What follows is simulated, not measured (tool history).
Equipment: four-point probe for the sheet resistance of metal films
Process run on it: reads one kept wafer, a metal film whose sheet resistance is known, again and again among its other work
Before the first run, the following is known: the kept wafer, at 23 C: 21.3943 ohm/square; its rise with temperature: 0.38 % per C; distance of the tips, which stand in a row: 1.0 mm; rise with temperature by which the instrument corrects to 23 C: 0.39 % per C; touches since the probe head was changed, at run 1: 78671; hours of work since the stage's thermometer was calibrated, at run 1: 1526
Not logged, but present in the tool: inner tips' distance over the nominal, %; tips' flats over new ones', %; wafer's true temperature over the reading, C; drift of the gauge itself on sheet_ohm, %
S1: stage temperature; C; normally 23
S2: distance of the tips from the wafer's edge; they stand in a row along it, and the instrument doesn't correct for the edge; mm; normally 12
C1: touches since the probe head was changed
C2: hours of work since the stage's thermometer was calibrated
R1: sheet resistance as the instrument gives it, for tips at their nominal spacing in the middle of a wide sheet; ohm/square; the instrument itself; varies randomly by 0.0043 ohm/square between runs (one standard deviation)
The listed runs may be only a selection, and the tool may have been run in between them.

run	hour	S1	S2	C1	C2	R1
1	0.0	23	12	78671	1526	21.576342
# hour 6.3: stage's thermometer calibrated
2	116.6	23	12	82266	50	21.535588
3	193.9	23	12	84658	86	21.536785
4	293.9	23	12	87754	131	21.543418
5	343.6	23	12	89294	154	21.549184
6	393.9	23	12	90852	177	21.556069
7	481.1	23	12	93553	217	21.548967
8	598.8	21	12	97195	271	21.558343
9	678.7	21	12	99670	307	21.572747
10	753.5	23	29	101985	341	21.491311
11	824.1	29	12	104171	374	21.557227
12	904.1	23	12	106648	410	21.574022
13	980.1	23	12	109003	445	21.576119
14	1096.9	23	12	112618	498	21.580393
15	1186.1	28	55	115379	539	21.502474
16	1247.8	20	17	117291	567	21.558503
17	1341.9	32	4	120203	610	22.205685
18	1432.9	34	13	123021	652	21.573292
19	1545.9	34	13	126520	703	21.584154
# hour 1614.2: new probe head fitted
20	1663.2	26	12	1517	757	21.534275
21	1724.5	20	5	3416	785	21.929712
22	1789.7	26	50	5434	814	21.470991
23	1854.4	25	6	7437	844	21.798704
24	1920.8	25	6	9494	874	21.795107
25	2002.6	26	28	12028	912	21.490825
26	2122.0	26	28	15723	966	21.501275
27	2226.1	23	9	18948	1014	21.641664

Take each entry between the runs: how does the hidden state at the last listed run before it differ from the hidden state at the first listed run after it?
Between runs 1 and 2: stage's thermometer calibrated (hour 6.3)
  inner tips' distance over the nominal, %: 0.251 -> 0.271; tips' flats over new ones', %: 82 -> 85; wafer's true temperature over the reading, C: 0.47 -> -0.05
  measured value less the no-hidden-state value, R1: +0.096949 -> +0.059072 ohm/square
Between runs 19 and 20: new probe head fitted (hour 1614.2)
  inner tips' distance over the nominal, %: 0.528 -> 0.249; tips' flats over new ones', %: 129 -> 1; wafer's true temperature over the reading, C: 0.15 -> 0.16
  measured value less the no-hidden-state value, R1: +0.134393 -> +0.071246 ohm/square
